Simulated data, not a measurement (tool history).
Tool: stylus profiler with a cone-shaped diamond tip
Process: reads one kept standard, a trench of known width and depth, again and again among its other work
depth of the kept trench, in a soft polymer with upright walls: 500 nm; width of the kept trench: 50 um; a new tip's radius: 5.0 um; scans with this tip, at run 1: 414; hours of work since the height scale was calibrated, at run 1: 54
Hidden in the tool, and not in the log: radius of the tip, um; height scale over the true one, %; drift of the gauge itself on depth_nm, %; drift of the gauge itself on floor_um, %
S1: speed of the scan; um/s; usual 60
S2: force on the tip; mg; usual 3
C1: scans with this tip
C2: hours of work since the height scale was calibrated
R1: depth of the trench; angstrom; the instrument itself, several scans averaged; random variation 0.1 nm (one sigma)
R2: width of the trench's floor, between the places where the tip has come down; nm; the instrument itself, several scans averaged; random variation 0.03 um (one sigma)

{"run": 1, "day": 0.0, "S1": 60, "S2": 3, "C1": 414, "C2": 54, "R1": 5050, "R2": 45410}
{"run": 2, "day": 0.412, "S1": 60, "S2": 3, "C1": 449, "C2": 58, "R1": 5051, "R2": 45350}
{"run": 3, "day": 1.254, "S1": 60, "S2": 3, "C1": 519, "C2": 67, "R1": 5050.9, "R2": 45410}
{"run": 4, "day": 2.033, "S1": 60, "S2": 3, "C1": 584, "C2": 75, "R1": 5052, "R2": 45360}
{"run": 5, "day": 2.879, "S1": 60, "S2": 3, "C1": 655, "C2": 85, "R1": 5051.4, "R2": 45430}
{"run": 6, "day": 3.375, "S1": 60, "S2": 1.79, "C1": 697, "C2": 90, "R1": 5035.5, "R2": 45320}
{"run": 7, "day": 4.196, "S1": 60, "S2": 1.79, "C1": 765, "C2": 99, "R1": 5036.9, "R2": 45290}
{"run": 8, "day": 4.875, "S1": 60, "S2": 1.79, "C1": 822, "C2": 106, "R1": 5037.5, "R2": 45250}
{"run": 9, "day": 5.804, "S1": 60, "S2": 3, "C1": 900, "C2": 116, "R1": 5052.3, "R2": 45310}
{"run": 10, "day": 6.425, "S1": 60, "S2": 3, "C1": 952, "C2": 123, "R1": 5051.9, "R2": 45310}
{"run": 11, "day": 7.058, "S1": 60, "S2": 3, "C1": 1004, "C2": 130, "R1": 5049.9, "R2": 45260}
{"run": 12, "day": 7.9, "S1": 60, "S2": 3, "C1": 1075, "C2": 139, "R1": 5050.7, "R2": 45290}
{"run": 13, "day": 8.325, "S1": 60, "S2": 3, "C1": 1110, "C2": 143, "R1": 5051.8, "R2": 45260}
{"run": 14, "day": 8.792, "S1": 39, "S2": 3, "C1": 1150, "C2": 149, "R1": 5051.7, "R2": 45350}
{"run": 15, "day": 9.312, "S1": 39, "S2": 1.24, "C1": 1193, "C2": 154, "R1": 5030.6, "R2": 45250}
{"run": 16, "day": 10.279, "S1": 172, "S2": 8.97, "C1": 1274, "C2": 165, "R1": 5105.1, "R2": 45120}
{"run": 17, "day": 11.004, "S1": 34, "S2": 3.88, "C1": 1335, "C2": 172, "R1": 5060.8, "R2": 45310}
{"run": 18, "day": 11.767, "S1": 19, "S2": 1.68, "C1": 1398, "C2": 181, "R1": 5036.3, "R2": 45270}
{"run": 19, "day": 12.362, "S1": 19, "S2": 1.68, "C1": 1448, "C2": 187, "R1": 5036.5, "R2": 45310}
{"run": 20, "day": 12.858, "S1": 29, "S2": 5.29, "C1": 1490, "C2": 192, "R1": 5075.1, "R2": 45370}
{"run": 21, "day": 13.292, "S1": 18, "S2": 3.13, "C1": 1526, "C2": 197, "R1": 5054.8, "R2": 45370}
{"run": 22, "day": 14.183, "S1": 18, "S2": 3.13, "C1": 1600, "C2": 207, "R1": 5054.1, "R2": 45300}
{"run": 23, "day": 14.708, "S1": 42, "S2": 1.01, "C1": 1644, "C2": 212, "R1": 5026.4, "R2": 45130}
{"run": 24, "day": 15.296, "S1": 42, "S2": 1.01, "C1": 1693, "C2": 219, "R1": 5026.5, "R2": 45140}
{"run": 25, "day": 15.908, "S1": 42, "S2": 1.01, "C1": 1745, "C2": 225, "R1": 5027.4, "R2": 45090}
{"run": 26, "day": 16.492, "S1": 42, "S2": 1.01, "C1": 1794, "C2": 232, "R1": 5026.9, "R2": 45100}
{"run": 27, "day": 16.921, "S1": 17, "S2": 1.01, "C1": 1829, "C2": 236, "R1": 5028.9, "R2": 45240}

3 ways to go on from here, each from the tool as it stands after run 27. What would each give?
{"run": "A", "day": 17.879, "S1": 16, "S2": 3, "C1": 1910, "C2": 247, "R1": "?", "R2": "?"}
{"run": "B", "day": 17.879, "S1": 19, "S2": 2, "C1": 1910, "C2": 247, "R1": "?", "R2": "?"}
{"run": "C", "day": 17.879, "S1": 150, "S2": 3, "C1": 1910, "C2": 247, "R1": "?", "R2": "?"}

run=A R1=5052.9 R2=45210
run=B R1=5041.2 R2=45290
run=C R1=5054.9 R2=44860
Without the tool's hidden state the same runs would have given:
run=A R1=5050.2 R2=45530
run=B R1=5038.6 R2=45600
run=C R1=5052.2 R2=45170

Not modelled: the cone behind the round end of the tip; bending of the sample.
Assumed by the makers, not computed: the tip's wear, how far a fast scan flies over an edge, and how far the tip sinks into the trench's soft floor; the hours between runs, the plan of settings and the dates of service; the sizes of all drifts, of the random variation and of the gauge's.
